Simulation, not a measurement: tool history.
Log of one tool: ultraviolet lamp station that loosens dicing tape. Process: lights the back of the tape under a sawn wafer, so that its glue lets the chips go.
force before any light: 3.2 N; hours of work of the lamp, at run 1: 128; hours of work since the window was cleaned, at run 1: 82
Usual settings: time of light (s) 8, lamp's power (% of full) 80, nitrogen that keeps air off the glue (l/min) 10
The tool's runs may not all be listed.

run	hour	time of light (s)	lamp's power (% of full)	nitrogen that keeps air off the glue (l/min)	hours of work of the lamp	hours of work since the window was cleaned	force that peels the tape off (N)	light that reached the tape (J/m2)
1	0.0	8	80	10	128	82	0.378	2870
2	39.8	8	80	10	145	99	0.389	2850
3	106.4	8	70	10	174	128	0.497	2480
4	169.2	8	70	10	201	155	0.488	2500
5	214.6	8	66	10	220	174	0.533	2270
6	285.2	8	66	10	250	204	0.558	2260
7	325.6	8	80	3	267	222	0.693	2730
8	387.8	15	80	10	294	248	0.203	5120
9	464.1	8	80	7	327	281	0.488	2670
10	511.3	8	80	5	347	301	0.572	2720
11	587.0	8	80	10	379	333	0.449	2640
12	620.9	8	80	10	394	348	0.445	2640
# hour 673.5: window cleaned of glue's vapour
13	682.9	8	80	10	420	4	0.411	2750
14	717.1	8	80	10	435	19	0.413	2720
15	761.4	8	80	10	454	38	0.443	2690
16	829.0	6	75	18	483	66	0.582	1920
17	865.0	6	75	18	498	82	0.597	1870
18	903.8	6	80	5	514	98	0.842	1990
19	954.7	16	80	3	536	120	0.284	5290
20	1010.2	16	80	3	560	144	0.282	5240
21	1059.8	8	76	4	581	165	0.696	2480
22	1093.7	16	94	12	596	180	0.185	6180
23	1133.2	16	62	12	613	197	0.240	4010
24	1173.9	16	80	10	630	214	0.205	5160
25	1231.7	8	62	10	655	239	0.645	1960
26	1310.5	4	80	5	688	272	1.327	1270
27	1394.7	9	80	3	724	308	0.674	2900
28	1471.1	9	80	3	757	341	0.664	2810
29	1505.6	9	80	3	772	356	0.687	2790
# hour 1540.0: window cleaned of glue's vapour
30	1540.0	9	80	3	786	0	0.663	2920

3 ways to go on from here, each from the tool as it stands after run 30. What would each give?
A	1589.8	9	80	12	808	21	?	?
B	1589.8	5	69	19	808	21	?	?
C	1589.8	6	80	4	808	21	?	?

run	force that peels the tape off (N)	light that reached the tape (J/m2)
A	0.351	2900
B	0.863	1390
C	0.939	1950
Without the tool's hidden state the same runs would have given:
run	force that peels the tape off (N)	light that reached the tape (J/m2)
A	0.293	3310
B	0.732	1590
C	0.805	2230
